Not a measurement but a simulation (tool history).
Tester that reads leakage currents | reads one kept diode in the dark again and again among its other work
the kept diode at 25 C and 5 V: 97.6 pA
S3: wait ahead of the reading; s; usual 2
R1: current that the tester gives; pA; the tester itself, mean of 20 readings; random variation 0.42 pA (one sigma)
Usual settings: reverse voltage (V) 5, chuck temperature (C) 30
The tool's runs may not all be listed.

Run 1, hour 0: usual settings. Result: R1 154.92 pA.
Run 2, hour 157.4: usual settings. Result: R1 157.68 pA.
Run 3, hour 268: usual settings. Result: R1 159.16 pA.
Run 4, hour 383.8: usual settings. Result: R1 161.35 pA.
Run 5, hour 529.7: usual settings. Result: R1 164.31 pA.
Run 6, hour 693.3: usual settings. Result: R1 167.33 pA.
Run 7, hour 775.7: usual settings but chuck temperature (C) 44. Result: R1 408.92 pA.
Run 8, hour 863.3: usual settings but S3 3.6 s. Result: R1 170.12 pA.
Run 9, hour 1007.6: usual settings but S3 3.6 s. Result: R1 171.97 pA.
At hour 1123.8: chuck's temperature calibrated.
Run 10, hour 1161.2: usual settings but reverse voltage (V) 6.08, chuck temperature (C) 23, S3 1.55 s. Result: R1 106.3 pA.
At hour 1290.9: probe card cleaned and baked.
Run 11, hour 1290.9: usual settings but reverse voltage (V) 12.16, chuck temperature (C) 36, S3 1.55 s. Result: R1 275.85 pA.
Run 12, hour 1403.3: usual settings but reverse voltage (V) 12.16, chuck temperature (C) 36, S3 1.55 s. Result: R1 277.96 pA.
Run 13, hour 1567.5: usual settings but reverse voltage (V) 12.62, chuck temperature (C) 27, S3 0.33 s. Result: R1 159.42 pA.
Run 14, hour 1649.9: usual settings but reverse voltage (V) 8.97, chuck temperature (C) 52, S3 0.33 s. Result: R1 722.99 pA.
Run 15, hour 1731.7: usual settings but reverse voltage (V) 1.97, S3 1.29 s. Result: R1 107.18 pA.
Run 16, hour 1898.3: usual settings but chuck temperature (C) 27, S3 2.11 s. Result: R1 121.46 pA.
Run 17, hour 2079: usual settings but reverse voltage (V) 6.13, chuck temperature (C) 33. Result: R1 197.41 pA.
Run 18, hour 2211.8: usual settings but reverse voltage (V) 1.04, chuck temperature (C) 29, S3 1.15 s. Result: R1 85.3 pA.

Forecast each of these 5 alternatives for the next run:
Run A, hour 2389: usual settings but reverse voltage (V) 1.04, chuck temperature (C) 55, S3 1.49 s. Result: R1 ?.
Run B, hour 2389: usual settings but reverse voltage (V) 1.11, chuck temperature (C) 55, S3 1.64 s. Result: R1 ?.
Run C, hour 2389: usual settings but reverse voltage (V) 2.67, chuck temperature (C) 55, S3 4.96 s. Result: R1 ?.
Run D, hour 2389: usual settings but chuck temperature (C) 33. Result: R1 ?.
Run E, hour 2389: usual settings but reverse voltage (V) 1.04, chuck temperature (C) 29, S3 1.15 s. Result: R1 ?.

run      R1
  A  456.94
  B  465.42
  C  616.27
  D  189.91
  E   86.73
Without the tool's hidden state the same runs would have given:
run      R1
  A  434.02
  B     442
  C  583.41
  D  171.81
  E    80.2

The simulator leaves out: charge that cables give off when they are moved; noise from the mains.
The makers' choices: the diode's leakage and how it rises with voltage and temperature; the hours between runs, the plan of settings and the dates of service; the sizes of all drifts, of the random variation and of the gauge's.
